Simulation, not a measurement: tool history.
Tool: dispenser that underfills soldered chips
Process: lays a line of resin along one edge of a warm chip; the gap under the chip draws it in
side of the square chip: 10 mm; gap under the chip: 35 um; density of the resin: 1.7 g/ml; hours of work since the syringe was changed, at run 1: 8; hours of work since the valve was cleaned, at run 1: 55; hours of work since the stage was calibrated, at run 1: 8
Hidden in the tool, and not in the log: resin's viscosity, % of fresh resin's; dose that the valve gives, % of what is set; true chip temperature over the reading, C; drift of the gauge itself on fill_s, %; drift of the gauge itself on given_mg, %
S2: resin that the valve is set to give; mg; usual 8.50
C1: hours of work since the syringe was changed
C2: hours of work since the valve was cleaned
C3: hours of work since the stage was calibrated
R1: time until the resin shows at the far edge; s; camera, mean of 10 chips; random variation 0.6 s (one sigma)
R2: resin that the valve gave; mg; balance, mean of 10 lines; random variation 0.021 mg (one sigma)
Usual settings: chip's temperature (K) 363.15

{"run": 1, "hour": 0.0, "chip's temperature (K)": 363.15, "S2": 8.5, "C1": 8, "C2": 55, "C3": 8, "R1": 105.1, "R2": 8.34}
{"run": 2, "hour": 2.4, "chip's temperature (K)": 363.15, "S2": 8.5, "C1": 10, "C2": 56, "C3": 10, "R1": 122.2, "R2": 8.3}
{"hour": 5.1, "done": "new syringe of resin"}
{"hour": 6.5, "done": "dispensing valve cleaned and set on the balance"}
{"run": 3, "hour": 9.0, "chip's temperature (K)": 363.15, "S2": 8.5, "C1": 2, "C2": 2, "C3": 13, "R1": 60.9, "R2": 8.49}
{"run": 4, "hour": 13.1, "chip's temperature (K)": 363.15, "S2": 8.5, "C1": 4, "C2": 4, "C3": 16, "R1": 77.0, "R2": 8.47}
{"run": 5, "hour": 15.6, "chip's temperature (K)": 363.15, "S2": 8.5, "C1": 6, "C2": 6, "C3": 17, "R1": 87.8, "R2": 8.48}
{"run": 6, "hour": 18.1, "chip's temperature (K)": 363.15, "S2": 8.5, "C1": 8, "C2": 7, "C3": 19, "R1": 102.2, "R2": 8.49}
{"hour": 23.5, "done": "new syringe of resin"}
{"run": 7, "hour": 23.6, "chip's temperature (K)": 363.15, "S2": 8.5, "C1": 0, "C2": 11, "C3": 22, "R1": 52.9, "R2": 8.47}
{"run": 8, "hour": 26.9, "chip's temperature (K)": 363.15, "S2": 8.5, "C1": 2, "C2": 13, "C3": 24, "R1": 63.2, "R2": 8.47}
{"run": 9, "hour": 29.8, "chip's temperature (K)": 363.15, "S2": 8.5, "C1": 4, "C2": 15, "C3": 26, "R1": 75.3, "R2": 8.46}
{"run": 10, "hour": 32.9, "chip's temperature (K)": 372.15, "S2": 8.5, "C1": 6, "C2": 17, "C3": 28, "R1": 59.7, "R2": 8.43}
{"run": 11, "hour": 36.3, "chip's temperature (K)": 363.15, "S2": 8.5, "C1": 8, "C2": 19, "C3": 30, "R1": 106.4, "R2": 8.48}
{"run": 12, "hour": 39.7, "chip's temperature (K)": 363.15, "S2": 8.5, "C1": 10, "C2": 21, "C3": 32, "R1": 132.4, "R2": 8.46}
{"hour": 41.2, "done": "new syringe of resin"}
{"run": 13, "hour": 43.0, "chip's temperature (K)": 363.15, "S2": 10.88, "C1": 1, "C2": 23, "C3": 34, "R1": 55.2, "R2": 10.76}
{"run": 14, "hour": 48.4, "chip's temperature (K)": 363.15, "S2": 8.5, "C1": 5, "C2": 26, "C3": 38, "R1": 77.4, "R2": 8.4}
{"run": 15, "hour": 53.2, "chip's temperature (K)": 363.15, "S2": 8.5, "C1": 8, "C2": 29, "C3": 41, "R1": 101.1, "R2": 8.41}
{"run": 16, "hour": 56.9, "chip's temperature (K)": 363.15, "S2": 8.5, "C1": 10, "C2": 32, "C3": 43, "R1": 122.2, "R2": 8.43}
{"hour": 58.8, "done": "new syringe of resin"}
{"run": 17, "hour": 59.6, "chip's temperature (K)": 358.15, "S2": 8.5, "C1": 1, "C2": 33, "C3": 45, "R1": 70.0, "R2": 8.39}
{"run": 18, "hour": 64.7, "chip's temperature (K)": 358.15, "S2": 8.5, "C1": 4, "C2": 37, "C3": 48, "R1": 93.4, "R2": 8.37}
{"run": 19, "hour": 67.3, "chip's temperature (K)": 349.15, "S2": 8.5, "C1": 5, "C2": 38, "C3": 50, "R1": 161.6, "R2": 8.36}
{"run": 20, "hour": 71.8, "chip's temperature (K)": 349.15, "S2": 8.5, "C1": 8, "C2": 41, "C3": 52, "R1": 208.5, "R2": 8.34}
{"run": 21, "hour": 75.4, "chip's temperature (K)": 364.15, "S2": 8.5, "C1": 11, "C2": 43, "C3": 55, "R1": 127.7, "R2": 8.32}
{"hour": 76.6, "done": "new syringe of resin"}
{"run": 22, "hour": 78.6, "chip's temperature (K)": 364.15, "S2": 8.5, "C1": 1, "C2": 45, "C3": 57, "R1": 55.8, "R2": 8.35}
{"run": 23, "hour": 82.5, "chip's temperature (K)": 358.15, "S2": 10.04, "C1": 4, "C2": 48, "C3": 59, "R1": 87.6, "R2": 9.84}
{"run": 24, "hour": 86.6, "chip's temperature (K)": 358.15, "S2": 10.04, "C1": 6, "C2": 50, "C3": 62, "R1": 111.6, "R2": 9.84}
{"run": 25, "hour": 88.9, "chip's temperature (K)": 371.15, "S2": 7.3, "C1": 8, "C2": 52, "C3": 63, "R1": 75.2, "R2": 7.14}
{"run": 26, "hour": 91.9, "chip's temperature (K)": 358.15, "S2": 7.43, "C1": 10, "C2": 54, "C3": 65, "R1": 157.1, "R2": 7.25}
{"hour": 94.2, "done": "new syringe of resin"}
{"run": 27, "hour": 96.0, "chip's temperature (K)": 362.15, "S2": 8.54, "C1": 1, "C2": 56, "C3": 67, "R1": 60.7, "R2": 8.34}
{"hour": 99.8, "done": "dispensing valve cleaned and set on the balance"}
{"run": 28, "hour": 99.8, "chip's temperature (K)": 348.15, "S2": 9.47, "C1": 3, "C2": 0, "C3": 69, "R1": 130.3, "R2": 9.48}
{"run": 29, "hour": 104.6, "chip's temperature (K)": 348.15, "S2": 9.47, "C1": 6, "C2": 3, "C3": 72, "R1": 169.6, "R2": 9.46}
{"run": 30, "hour": 107.7, "chip's temperature (K)": 358.15, "S2": 8.0, "C1": 8, "C2": 5, "C3": 74, "R1": 132.7, "R2": 8.0}

Run 31 comes next. What will it give?
{"run": 31, "hour": 111.6, "chip's temperature (K)": 357.15, "S2": 9.04, "C1": 10, "C2": 8, "C3": 77, "R1": "?", "R2": "?"}

{"run 31": {"R1": 167.3, "R2": 8.99}}
Without the tool's hidden state the same run would have given R1 68.1 s, R2 9.01 mg.

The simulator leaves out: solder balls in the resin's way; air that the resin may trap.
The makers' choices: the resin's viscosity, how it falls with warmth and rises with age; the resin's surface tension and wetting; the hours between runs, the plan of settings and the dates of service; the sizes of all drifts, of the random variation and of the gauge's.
